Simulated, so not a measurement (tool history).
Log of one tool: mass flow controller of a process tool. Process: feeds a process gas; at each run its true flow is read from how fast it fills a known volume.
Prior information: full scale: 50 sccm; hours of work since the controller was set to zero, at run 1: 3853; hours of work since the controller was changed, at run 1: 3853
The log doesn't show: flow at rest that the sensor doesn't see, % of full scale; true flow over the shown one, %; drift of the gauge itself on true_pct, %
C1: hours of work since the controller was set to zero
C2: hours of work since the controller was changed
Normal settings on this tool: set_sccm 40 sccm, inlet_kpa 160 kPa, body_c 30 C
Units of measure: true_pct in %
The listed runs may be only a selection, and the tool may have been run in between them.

run 1 day=0 | set_sccm=40 inlet_kpa=160 body_c=30 | C1=3853 C2=3853 | true_pct=100.18
run 2 day=9.017 | set_sccm=40 inlet_kpa=160 body_c=30 | C1=3950 C2=3950 | true_pct=100.28
run 3 day=13.75 | set_sccm=40 inlet_kpa=160 body_c=30 | C1=4000 C2=4000 | true_pct=99.99
run 4 day=20.808 | set_sccm=40 inlet_kpa=160 body_c=25 | C1=4076 C2=4076 | true_pct=99.58
run 5 day=26.483 | set_sccm=40 inlet_kpa=160 body_c=30 | C1=4136 C2=4136 | true_pct=99.95
run 6 day=34.392 | set_sccm=40 inlet_kpa=160 body_c=32 | C1=4221 C2=4221 | true_pct=100.16
run 7 day=40.654 | set_sccm=40 inlet_kpa=160 body_c=32 | C1=4288 C2=4288 | true_pct=100.1
run 8 day=46.475 | set_sccm=40 inlet_kpa=257 body_c=30 | C1=4350 C2=4350 | true_pct=100.22
run 9 day=50.825 | set_sccm=40 inlet_kpa=160 body_c=23 | C1=4397 C2=4397 | true_pct=98.98
run 10 day=54.854 | set_sccm=40 inlet_kpa=160 body_c=37 | C1=4440 C2=4440 | true_pct=100.46
run 11 day=60.846 | set_sccm=40 inlet_kpa=160 body_c=37 | C1=4504 C2=4504 | true_pct=100.53
run 12 day=68.254 | set_sccm=40 inlet_kpa=160 body_c=37 | C1=4583 C2=4583 | true_pct=100.44
run 13 day=77.167 | set_sccm=40 inlet_kpa=160 body_c=37 | C1=4679 C2=4679 | true_pct=100.35
run 14 day=82.262 | set_sccm=40 inlet_kpa=160 body_c=30 | C1=4733 C2=4733 | true_pct=99.48
run 15 day=87.346 | set_sccm=40 inlet_kpa=160 body_c=30 | C1=4788 C2=4788 | true_pct=99.42
run 16 day=93.467 | set_sccm=40 inlet_kpa=160 body_c=30 | C1=4853 C2=4853 | true_pct=99.48
run 17 day=97.671 | set_sccm=14 inlet_kpa=160 body_c=30 | C1=4898 C2=4898 | true_pct=99.07
run 18 day=105.454 | set_sccm=40 inlet_kpa=271 body_c=30 | C1=4982 C2=4982 | true_pct=99.64
run 19 day=113.096 | set_sccm=40 inlet_kpa=271 body_c=30 | C1=5063 C2=5063 | true_pct=99.52
run 20 day=121.867 | set_sccm=40 inlet_kpa=271 body_c=30 | C1=5157 C2=5157 | true_pct=99.46
run 21 day=128.971 | set_sccm=40 inlet_kpa=271 body_c=30 | C1=5233 C2=5233 | true_pct=99.46
run 22 day=134.112 | set_sccm=40 inlet_kpa=271 body_c=30 | C1=5288 C2=5288 | true_pct=99.35
run 23 day=142.083 | set_sccm=19 inlet_kpa=196 body_c=26 | C1=5374 C2=5374 | true_pct=98.44
run 24 day=149.292 | set_sccm=9 inlet_kpa=160 body_c=30 | C1=5451 C2=5451 | true_pct=98.31
run 25 day=155.412 | set_sccm=9 inlet_kpa=160 body_c=30 | C1=5516 C2=5516 | true_pct=98.33
run 26 day=161.875 | set_sccm=40 inlet_kpa=239 body_c=31 | C1=5585 C2=5585 | true_pct=99.14
run 27 day=169.058 | set_sccm=22 inlet_kpa=256 body_c=31 | C1=5662 C2=5662 | true_pct=98.93
run 28 day=176.525 | set_sccm=22 inlet_kpa=256 body_c=31 | C1=5742 C2=5742 | true_pct=98.73
run 29 day=183.929 | set_sccm=47 inlet_kpa=145 body_c=35 | C1=5821 C2=5821 | true_pct=99.09
-- day=188.238 gauge calibrated
run 30 day=191.625 | set_sccm=47 inlet_kpa=145 body_c=35 | C1=5904 C2=5904 | true_pct=100.79

What will run 31 give?
run 31 day=199.229 | set_sccm=47 inlet_kpa=238 body_c=37 | C1=5985 C2=5985 | true_pct=?

{"run 31": {"true_pct": 101.41}}
Without the tool's hidden state the same run would have given true_pct 101.5 %.
